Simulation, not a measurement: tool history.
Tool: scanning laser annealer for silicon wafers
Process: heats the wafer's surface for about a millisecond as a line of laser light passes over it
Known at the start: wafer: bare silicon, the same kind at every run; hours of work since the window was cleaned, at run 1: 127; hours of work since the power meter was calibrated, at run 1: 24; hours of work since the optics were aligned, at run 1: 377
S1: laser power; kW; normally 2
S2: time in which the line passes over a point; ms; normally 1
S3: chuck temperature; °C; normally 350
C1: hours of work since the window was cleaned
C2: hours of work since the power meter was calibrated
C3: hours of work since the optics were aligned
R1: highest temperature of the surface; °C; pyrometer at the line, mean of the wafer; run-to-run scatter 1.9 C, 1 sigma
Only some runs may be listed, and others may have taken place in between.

{"run": 1, "hour": 0.0, "S1": 2, "S2": 1, "S3": 350, "C1": 127, "C2": 24, "C3": 377, "R1": 1172}
{"run": 2, "hour": 11.9, "S1": 2, "S2": 1, "S3": 350, "C1": 132, "C2": 28, "C3": 382, "R1": 1169}
{"run": 3, "hour": 24.9, "S1": 2, "S2": 1, "S3": 350, "C1": 137, "C2": 34, "C3": 387, "R1": 1166}
{"run": 4, "hour": 33.3, "S1": 2, "S2": 1, "S3": 350, "C1": 140, "C2": 37, "C3": 390, "R1": 1167}
{"run": 5, "hour": 45.3, "S1": 2, "S2": 0.91, "S3": 350, "C1": 145, "C2": 42, "C3": 395, "R1": 1127}
{"run": 6, "hour": 52.9, "S1": 2, "S2": 0.91, "S3": 350, "C1": 148, "C2": 45, "C3": 398, "R1": 1127}
{"run": 7, "hour": 67.0, "S1": 2, "S2": 0.91, "S3": 350, "C1": 154, "C2": 51, "C3": 404, "R1": 1127}
{"run": 8, "hour": 74.5, "S1": 2, "S2": 0.97, "S3": 350, "C1": 157, "C2": 54, "C3": 407, "R1": 1152}
{"run": 9, "hour": 88.8, "S1": 2, "S2": 1, "S3": 346, "C1": 163, "C2": 59, "C3": 413, "R1": 1166}
{"run": 10, "hour": 101.4, "S1": 2, "S2": 1, "S3": 346, "C1": 168, "C2": 65, "C3": 418, "R1": 1158}
{"run": 11, "hour": 111.7, "S1": 2, "S2": 1, "S3": 346, "C1": 172, "C2": 69, "C3": 422, "R1": 1160}
{"run": 12, "hour": 122.9, "S1": 2, "S2": 1, "S3": 346, "C1": 177, "C2": 73, "C3": 427, "R1": 1161}
{"run": 13, "hour": 136.0, "S1": 2, "S2": 0.86, "S3": 346, "C1": 182, "C2": 79, "C3": 432, "R1": 1097}
{"run": 14, "hour": 150.3, "S1": 1.897, "S2": 0.75, "S3": 346, "C1": 188, "C2": 84, "C3": 438, "R1": 1010}
{"run": 15, "hour": 166.2, "S1": 1.897, "S2": 0.75, "S3": 346, "C1": 194, "C2": 91, "C3": 444, "R1": 1006}
{"run": 16, "hour": 177.9, "S1": 2.02, "S2": 0.78, "S3": 344, "C1": 199, "C2": 96, "C3": 449, "R1": 1068}
{"run": 17, "hour": 193.3, "S1": 2.045, "S2": 1.18, "S3": 310, "C1": 205, "C2": 102, "C3": 455, "R1": 1219}

What does the tool deliver on the next run?
{"run": 18, "hour": 207.1, "S1": 1.993, "S2": 0.79, "S3": 319, "C1": 211, "C2": 107, "C3": 461, "R1": "?"}

Run 18 came out at R1 1033 °C.
If the tool had no hidden condition, the same run with the same run-to-run variation would have returned R1 1050 °C.
